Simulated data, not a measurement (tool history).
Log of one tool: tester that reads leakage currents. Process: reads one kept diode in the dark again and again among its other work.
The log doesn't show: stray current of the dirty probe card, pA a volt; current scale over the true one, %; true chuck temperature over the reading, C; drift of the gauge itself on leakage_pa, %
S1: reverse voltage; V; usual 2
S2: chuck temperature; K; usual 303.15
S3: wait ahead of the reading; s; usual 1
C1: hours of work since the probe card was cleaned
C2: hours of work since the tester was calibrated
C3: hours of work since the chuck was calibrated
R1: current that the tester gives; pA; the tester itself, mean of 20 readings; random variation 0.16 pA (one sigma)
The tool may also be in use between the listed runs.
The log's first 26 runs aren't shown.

| run | hour | S1 | S2 | S3 | C1 | C2 | C3 | R1 |
|---|---|---|---|---|---|---|---|---|
| 27 | 1950.3 | 2.24 | 301.15 | 0.77 | 844 | 977 | 130 | 46.72 |
| 28 | 2015.5 | 3.28 | 301.15 | 2.11 | 885 | 1018 | 171 | 58.4 |
| 29 | 2084.6 | 3.28 | 301.15 | 2.11 | 928 | 1062 | 214 | 58.31 |
| 30 | 2167.4 | 12.88 | 304.15 | 8.19 | 980 | 1114 | 266 | 158.74 |
| 31 | 2265 | 2.74 | 296.15 | 1.14 | 1042 | 1175 | 327 | 37.09 |
| 32 | 2314.5 | 2.46 | 318.15 | 0.93 | 1073 | 1206 | 358 | 164.49 |
| 33 | 2380.5 | 3.73 | 306.15 | 0.36 | 1114 | 1248 | 400 | 92.2 |
| 34 | 2469.5 | 17.19 | 309.15 | 0.41 | 1170 | 1303 | 456 | 273.59 |
| 35 | 2547.3 | 2 | 326.15 | 1 | 1219 | 1352 | 505 | 249.33 |
| 36 | 2600.8 | 2 | 325.15 | 1 | 1253 | 1386 | 538 | 233.42 |
| 37 | 2654.2 | 11.66 | 327.15 | 4.05 | 1286 | 1419 | 572 | 720.49 |
| 38 | 2759.5 | 11.66 | 327.15 | 4.05 | 1352 | 1486 | 638 | 720.07 |
| 39 | 2830.3 | 11.66 | 327.15 | 4.05 | 1397 | 1530 | 682 | 727.08 |

Forecast each of these 5 alternatives for the next run:
| A | 2888.6 | 9.42 | 294.15 | 0.53 | 1433 | 1567 | 719 | ? |
| B | 2888.6 | 16.47 | 301.15 | 1.63 | 1433 | 1567 | 719 | ? |
| C | 2888.6 | 1.38 | 327.15 | 2.86 | 1433 | 1567 | 719 | ? |
| D | 2888.6 | 4.12 | 297.15 | 3.78 | 1433 | 1567 | 719 | ? |
| E | 2888.6 | 8.01 | 300.15 | 1 | 1433 | 1567 | 719 | ? |

| run | R1 |
|---|---|
| A | 69.37 |
| B | 157.86 |
| C | 219.18 |
| D | 52.8 |
| E | 96.15 |
Without the tool's hidden state the same runs would have given:
| run | R1 |
|---|---|
| A | 59.29 |
| B | 138.1 |
| C | 206.12 |
| D | 46.96 |
| E | 85.34 |
